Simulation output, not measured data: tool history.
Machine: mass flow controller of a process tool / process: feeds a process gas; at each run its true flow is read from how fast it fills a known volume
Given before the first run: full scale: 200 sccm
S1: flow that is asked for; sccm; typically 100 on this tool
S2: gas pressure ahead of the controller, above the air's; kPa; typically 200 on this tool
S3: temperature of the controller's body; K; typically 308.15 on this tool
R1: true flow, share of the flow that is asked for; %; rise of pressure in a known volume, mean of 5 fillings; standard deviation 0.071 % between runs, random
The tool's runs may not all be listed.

Run 1, day 0: usual settings. Result: R1 99.63 %.
Run 2, day 17.262: usual settings. Result: R1 99.59 %.
Run 3, day 34.604: usual settings. Result: R1 99.57 %.
Run 4, day 48.321: usual settings. Result: R1 99.48 %.
Run 5, day 71.117: usual settings. Result: R1 99.45 %.
Run 6, day 89.275: usual settings. Result: R1 99.52 %.
Run 7, day 110.808: usual settings. Result: R1 99.35 %.
Run 8, day 125.892: usual settings but S1 39 sccm, S2 204 kPa, S3 296.15 K. Result: R1 97.69 %.
Run 9, day 140.483: usual settings but S1 27 sccm, S2 182 kPa, S3 296.15 K. Result: R1 97.46 %.
Run 10, day 158.542: usual settings but S1 80 sccm, S2 187 kPa, S3 299.15 K. Result: R1 98.54 %.
Run 11, day 175.396: usual settings but S1 80 sccm, S2 187 kPa, S3 302.15 K. Result: R1 98.6 %.
Run 12, day 193.346: usual settings but S2 256 kPa, S3 296.15 K. Result: R1 98.12 %.
Run 13, day 204.888: usual settings but S1 83 sccm, S2 152 kPa, S3 293.15 K. Result: R1 97.87 %.
Run 14, day 227.5: usual settings but S1 165 sccm, S2 197 kPa, S3 295.15 K. Result: R1 99.01 %.

Forecast each of these 4 alternatives for the next run:
Run A, day 239.325: usual settings but S2 218 kPa. Result: R1 ?.
Run B, day 239.325: usual settings but S1 22 sccm, S2 197 kPa, S3 301.15 K. Result: R1 ?.
Run C, day 239.325: usual settings but S1 27 sccm, S2 218 kPa, S3 295.15 K. Result: R1 ?.
Run D, day 239.325: usual settings but S1 79 sccm. Result: R1 ?.

run     R1
  A  99.23
  B  97.72
  C   97.3
  D  99.07
The same runs, with their run-to-run variation unchanged, on a tool lacking any hidden condition would have given:
run     R1
  A  99.55
  B  98.06
  C  97.64
  D   99.4
